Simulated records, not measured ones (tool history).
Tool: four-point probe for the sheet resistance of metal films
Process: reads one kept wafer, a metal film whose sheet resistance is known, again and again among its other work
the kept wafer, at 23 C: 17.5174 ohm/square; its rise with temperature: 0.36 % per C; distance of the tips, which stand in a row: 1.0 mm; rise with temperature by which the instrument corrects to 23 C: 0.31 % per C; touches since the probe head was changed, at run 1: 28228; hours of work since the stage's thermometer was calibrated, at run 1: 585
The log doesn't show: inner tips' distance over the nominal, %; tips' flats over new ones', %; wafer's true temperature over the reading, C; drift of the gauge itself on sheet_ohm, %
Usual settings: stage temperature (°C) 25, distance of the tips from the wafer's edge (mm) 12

run	hour	stage temperature (°C)	distance of the tips from the wafer's edge (mm)	touches since the probe head was changed	hours of work since the stage's thermometer was calibrated	sheet resistance as the instrument gives it (ohm/square)
1	0.0	25	12	28228	585	17.686490
2	65.0	25	64	30291	621	17.625218
3	184.8	25	64	34096	687	17.628155
4	235.5	25	64	35708	715	17.621161
5	307.0	25	12	37976	755	17.691549
6	411.2	25	12	41286	813	17.692602
7	508.7	34	12	44382	867	17.774392
8	567.4	34	12	46246	899	17.777806
9	666.6	34	12	49396	954	17.779924
10	767.4	34	12	52599	1010	17.788398
11	847.1	34	12	55128	1055	17.782228
12	951.6	25	12	58448	1113	17.704034
13	1061.4	25	12	61934	1173	17.716126
14	1119.0	25	12	63765	1205	17.715402
15	1242.1	25	12	67674	1274	17.718956
16	1323.5	20	16	70258	1319	17.645913
17	1400.1	32	6	72691	1361	17.982024
18	1458.5	30	39	74547	1394	17.714641
19	1574.8	22	25	78238	1458	17.647544
20	1692.2	28	35	81968	1523	17.693230
21	1775.3	28	16	84606	1570	17.726513
22	1865.7	28	16	87478	1620	17.725662
23	1976.4	28	13	90992	1681	17.763674
24	2082.8	23	5	94372	1740	18.034003
25	2182.3	23	22	97531	1795	17.686567
26	2244.5	25	24	99506	1830	17.695227

Forecast each of these 4 alternatives for the next run:
A	2302.6	20	4	101352	1862	?
B	2302.6	24	40	101352	1862	?
C	2302.6	20	24	101352	1862	?
D	2302.6	19	24	101352	1862	?

run	sheet resistance as the instrument gives it (ohm/square)
A	18.207551
B	17.672597
C	17.655121
D	17.643185
Without the tool's hidden state the same runs would have given:
run	sheet resistance as the instrument gives it (ohm/square)
A	18.056765
B	17.525481
C	17.508479
D	17.496725
